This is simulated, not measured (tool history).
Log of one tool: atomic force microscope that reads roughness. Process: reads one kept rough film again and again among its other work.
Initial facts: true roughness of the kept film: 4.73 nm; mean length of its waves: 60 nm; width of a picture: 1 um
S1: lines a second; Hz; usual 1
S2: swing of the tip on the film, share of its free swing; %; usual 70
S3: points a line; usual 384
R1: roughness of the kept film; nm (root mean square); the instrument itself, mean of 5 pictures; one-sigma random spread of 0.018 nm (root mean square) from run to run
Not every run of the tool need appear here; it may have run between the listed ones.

{"run": 1, "hour": 0.0, "S1": 1, "S2": 70, "S3": 384, "R1": 4.459}
{"run": 2, "hour": 8.1, "S1": 1.58, "S2": 70, "S3": 384, "R1": 4.377}
{"run": 3, "hour": 15.6, "S1": 1.58, "S2": 70, "S3": 384, "R1": 4.328}
{"run": 4, "hour": 23.6, "S1": 1.58, "S2": 70, "S3": 384, "R1": 4.325}
{"run": 5, "hour": 34.3, "S1": 1, "S2": 69, "S3": 384, "R1": 4.334}
{"run": 6, "hour": 42.7, "S1": 1, "S2": 69, "S3": 384, "R1": 4.329}
{"run": 7, "hour": 49.5, "S1": 1, "S2": 69, "S3": 384, "R1": 4.316}
{"run": 8, "hour": 58.7, "S1": 1.3, "S2": 70, "S3": 384, "R1": 4.224}
{"run": 9, "hour": 67.6, "S1": 0.93, "S2": 68, "S3": 384, "R1": 4.218}
{"run": 10, "hour": 73.9, "S1": 0.93, "S2": 57, "S3": 384, "R1": 4.229}
{"hour": 75.7, "done": "height scale calibrated on a step standard"}
{"run": 11, "hour": 81.8, "S1": 2.18, "S2": 70, "S3": 466, "R1": 4.115}
{"run": 12, "hour": 93.1, "S1": 0.54, "S2": 70, "S3": 466, "R1": 4.163}
{"run": 13, "hour": 104.7, "S1": 2.73, "S2": 70, "S3": 696, "R1": 4.049}
{"run": 14, "hour": 118.9, "S1": 1.46, "S2": 81, "S3": 728, "R1": 3.971}
{"run": 15, "hour": 126.4, "S1": 1, "S2": 59, "S3": 966, "R1": 4.116}

Each row is a separate what-if for the run after 15, all from the same tool condition, not one after another. Results?
{"hour": 128.3, "done": "height scale calibrated on a step standard, once more"}
{"run": "A", "hour": 134.2, "S1": 1, "S2": 59, "S3": 653, "R1": "?"}
{"hour": 128.3, "done": "height scale calibrated on a step standard, once more"}
{"run": "B", "hour": 134.2, "S1": 1, "S2": 81, "S3": 384, "R1": "?"}
{"hour": 128.3, "done": "height scale calibrated on a step standard, once more"}
{"run": "C", "hour": 134.2, "S1": 1, "S2": 90, "S3": 384, "R1": "?"}
{"hour": 128.3, "done": "height scale calibrated on a step standard, once more"}
{"run": "D", "hour": 134.2, "S1": 1.76, "S2": 68, "S3": 560, "R1": "?"}
{"hour": 128.3, "done": "height scale calibrated on a step standard, once more"}
{"run": "E", "hour": 134.2, "S1": 1, "S2": 83, "S3": 384, "R1": "?"}

run=A R1=4.085
run=B R1=3.963
run=C R1=3.929
run=D R1=4.037
run=E R1=4.013
The same runs, with their run-to-run variation unchanged, on a tool lacking any hidden condition would have given:
run=A R1=4.512
run=B R1=4.377
run=C R1=4.34
run=D R1=4.458
run=E R1=4.432
